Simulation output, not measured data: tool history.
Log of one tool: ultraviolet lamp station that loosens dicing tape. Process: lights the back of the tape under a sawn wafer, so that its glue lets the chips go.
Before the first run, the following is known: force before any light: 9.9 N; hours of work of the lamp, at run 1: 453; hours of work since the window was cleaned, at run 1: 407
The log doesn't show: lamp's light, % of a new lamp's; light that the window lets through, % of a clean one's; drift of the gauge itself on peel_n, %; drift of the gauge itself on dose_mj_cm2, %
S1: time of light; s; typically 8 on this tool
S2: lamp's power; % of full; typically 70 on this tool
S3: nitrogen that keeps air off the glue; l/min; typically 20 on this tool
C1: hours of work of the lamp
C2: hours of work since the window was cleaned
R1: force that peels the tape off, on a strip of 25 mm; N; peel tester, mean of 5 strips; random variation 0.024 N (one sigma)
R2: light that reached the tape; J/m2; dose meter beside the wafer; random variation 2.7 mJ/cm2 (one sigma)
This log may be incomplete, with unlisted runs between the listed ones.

| run | hour | S1 | S2 | S3 | C1 | C2 | R1 | R2 |
|---|---|---|---|---|---|---|---|---|
| 1 | 0 | 8 | 70 | 20 | 453 | 407 | 1.814 | 2910 |
| 2 | 11 | 8 | 70 | 20 | 460 | 415 | 1.815 | 2900 |
| 3 | 17.9 | 8 | 70 | 20 | 465 | 420 | 1.834 | 2910 |
| 4 | 33 | 8 | 70 | 20 | 476 | 430 | 1.913 | 2880 |
| 5 | 48.2 | 8 | 70 | 34 | 487 | 441 | 1.423 | 2870 |
| 6 | 61.2 | 8 | 70 | 34 | 496 | 450 | 1.533 | 2850 |
| 7 | 74.1 | 8 | 70 | 20 | 505 | 460 | 1.836 | 2830 |
| 8 | 84.8 | 8 | 70 | 20 | 513 | 467 | 1.928 | 2790 |
| 9 | 97.5 | 10 | 70 | 20 | 522 | 476 | 1.256 | 3440 |
| 10 | 109.8 | 10 | 70 | 20 | 531 | 485 | 1.268 | 3460 |
| 11 | 125.5 | 10 | 70 | 20 | 542 | 496 | 1.296 | 3440 |
| 12 | 138.6 | 10 | 70 | 20 | 551 | 505 | 1.269 | 3440 |
| 13 | 153.2 | 8 | 70 | 17 | 562 | 516 | 2.129 | 2730 |
| 14 | 162.4 | 8 | 70 | 17 | 568 | 522 | 2.111 | 2680 |
| 15 | 178.9 | 8 | 64 | 17 | 580 | 534 | 2.316 | 2480 |
| 16 | 190.5 | 10 | 70 | 20 | 588 | 542 | 1.324 | 3390 |
| 17 | 207 | 10 | 70 | 20 | 600 | 554 | 1.391 | 3360 |
| 18 | 223.8 | 16 | 70 | 20 | 612 | 566 | 0.445 | 5380 |
| 19 | 237.8 | 8 | 70 | 11 | 622 | 576 | 2.564 | 2660 |
| 20 | 244.8 | 8 | 70 | 20 | 627 | 581 | 2.053 | 2650 |
| 21 | 254.1 | 8 | 70 | 9 | 633 | 588 | 2.903 | 2590 |
| 22 | 262.7 | 8 | 70 | 9 | 640 | 594 | 2.852 | 2640 |
| 23 | 269.6 | 6 | 68 | 23 | 645 | 599 | 2.973 | 1910 |
| 24 | 276.6 | 9 | 62 | 38 | 649 | 604 | 1.655 | 2600 |
| 25 | 287 | 10 | 62 | 8 | 657 | 611 | 2.668 | 2870 |
|  | 294.4 | window cleaned of glue's vapour |
| 26 | 300.8 | 13 | 74 | 20 | 666 | 5 | 0.442 | 5390 |
| 27 | 312.8 | 6 | 92 | 20 | 675 | 13 | 1.574 | 3080 |
| 28 | 326.5 | 11 | 67 | 39 | 685 | 23 | 0.613 | 4030 |
| 29 | 335.1 | 11 | 70 | 12 | 691 | 29 | 1.149 | 4260 |
| 30 | 344.8 | 12 | 79 | 7 | 698 | 36 | 1.093 | 5150 |
| 31 | 356.3 | 11 | 79 | 12 | 706 | 44 | 0.916 | 4790 |
| 32 | 367.6 | 7 | 83 | 22 | 714 | 52 | 1.469 | 3170 |
| 33 | 381.8 | 10 | 80 | 38 | 724 | 62 | 0.531 | 4320 |
| 34 | 391.3 | 10 | 80 | 38 | 731 | 69 | 0.53 | 4310 |
| 35 | 398.7 | 15 | 70 | 17 | 736 | 74 | 0.421 | 5630 |
| 36 | 405.6 | 15 | 70 | 17 | 741 | 79 | 0.444 | 5630 |
| 37 | 421.5 | 15 | 70 | 7 | 752 | 90 | 0.904 | 5590 |
| 38 | 437.4 | 6 | 82 | 39 | 764 | 102 | 1.613 | 2600 |
| 39 | 451.7 | 8 | 64 | 18 | 774 | 112 | 2.064 | 2740 |
| 40 | 462.7 | 6 | 92 | 11 | 782 | 120 | 2.44 | 2970 |
| 41 | 474.7 | 7 | 70 | 20 | 790 | 128 | 2.161 | 2590 |
| 42 | 489 | 7 | 70 | 20 | 800 | 138 | 2.183 | 2530 |
| 43 | 506 | 7 | 70 | 29 | 812 | 151 | 1.933 | 2550 |

Pick out some run-to-run changes in R1. Of each, how much would a tool without hidden state show as well, from the settings, what came in and chance, and how much is left for the hidden state and any gauge scatter not in both results compared?
Run 17 -> 18: S1 10 -> 16. R1 -0.946 N: hidden state -0.398, all else -0.548.
Run 18 -> 19: S1 16 -> 8, S3 20 -> 11. R1 +2.119 N: hidden state +0.681, all else +1.438.
Run 23 -> 24: S1 6 -> 9, S2 68 -> 62, S3 23 -> 38. R1 -1.318 N: hidden state -0.252, all else -1.066.
Run 25 -> 26: S1 10 -> 13, S2 62 -> 74, S3 8 -> 20, window cleaned of glue's vapour. R1 -2.226 N: hidden state -0.873, all else -1.353.
